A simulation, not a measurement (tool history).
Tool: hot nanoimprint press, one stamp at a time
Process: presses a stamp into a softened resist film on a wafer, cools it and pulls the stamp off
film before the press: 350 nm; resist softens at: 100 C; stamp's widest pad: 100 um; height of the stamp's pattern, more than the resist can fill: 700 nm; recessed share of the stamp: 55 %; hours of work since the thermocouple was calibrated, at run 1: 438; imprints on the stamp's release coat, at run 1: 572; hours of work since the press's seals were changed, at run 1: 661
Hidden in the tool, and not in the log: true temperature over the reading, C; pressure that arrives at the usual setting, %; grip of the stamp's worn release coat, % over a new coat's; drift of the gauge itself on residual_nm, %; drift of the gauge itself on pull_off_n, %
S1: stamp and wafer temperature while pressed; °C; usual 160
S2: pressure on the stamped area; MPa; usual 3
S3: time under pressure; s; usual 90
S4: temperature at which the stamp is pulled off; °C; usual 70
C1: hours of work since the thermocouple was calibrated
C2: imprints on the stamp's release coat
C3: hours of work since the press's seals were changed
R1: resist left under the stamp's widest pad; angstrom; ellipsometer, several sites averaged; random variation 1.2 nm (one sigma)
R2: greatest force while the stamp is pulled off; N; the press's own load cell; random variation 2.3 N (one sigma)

run,hour,S1,S2,S3,S4,C1,C2,C3,R1,R2
1,0,160,3,90,70,438,572,661,1751,103
# hour 28.1: stamp cleaned and given a new release coat
2,31.3,160,3,90,70,455,14,679,1756,102
3,78.5,160,3,90,70,489,235,712,1724,103
4,105.8,160,3,90,70,508,364,731,1733,105
5,141.2,160,3,180,70,533,529,756,1371,99
6,170.2,164,3,90,70,553,665,777,1442,105
# hour 179.2: stamp cleaned and given a new release coat
# hour 197.8: plate thermocouple calibrated
7,211.3,160,3,90,67,10,136,799,1743,110
8,236.5,160,3,90,67,27,254,817,1728,109
9,275.8,156,2.29,90,74,55,438,845,2312,87
10,319.4,166,2.21,106,70,86,642,875,1461,105
# hour 331.8: stamp cleaned and given a new release coat
11,371.5,157,2.12,65,69,118,186,908,2488,105
# hour 395.8: press's hydraulic seals changed and the load cell set to zero
12,400,169,2.08,106,60,133,282,3,1309,130
13,425.3,169,2.08,88,60,150,400,21,1410,135
14,456.4,153,3,90,70,172,546,43,2364,102

Forecast each of these 5 alternatives for the next run:
# hour 488.4: stamp cleaned and given a new release coat
A,512.6,157,3,90,70,208,114,78,?,?
# hour 488.4: stamp cleaned and given a new release coat
B,512.6,152,3,73,62,208,114,78,?,?
# hour 488.4: stamp cleaned and given a new release coat
C,512.6,156,3,90,76,208,114,78,?,?
# hour 488.4: stamp cleaned and given a new release coat
D,512.6,165,3,90,70,208,114,78,?,?
# hour 488.4: stamp cleaned and given a new release coat
E,512.6,160,2.7,90,70,208,114,78,?,?

run,R1,R2
A,1986,100
B,2551,130
C,2072,84
D,1384,101
E,1795,104
Without the tool's hidden state the same runs would have given:
run,R1,R2
A,1984,100
B,2550,129
C,2071,84
D,1383,101
E,1794,104
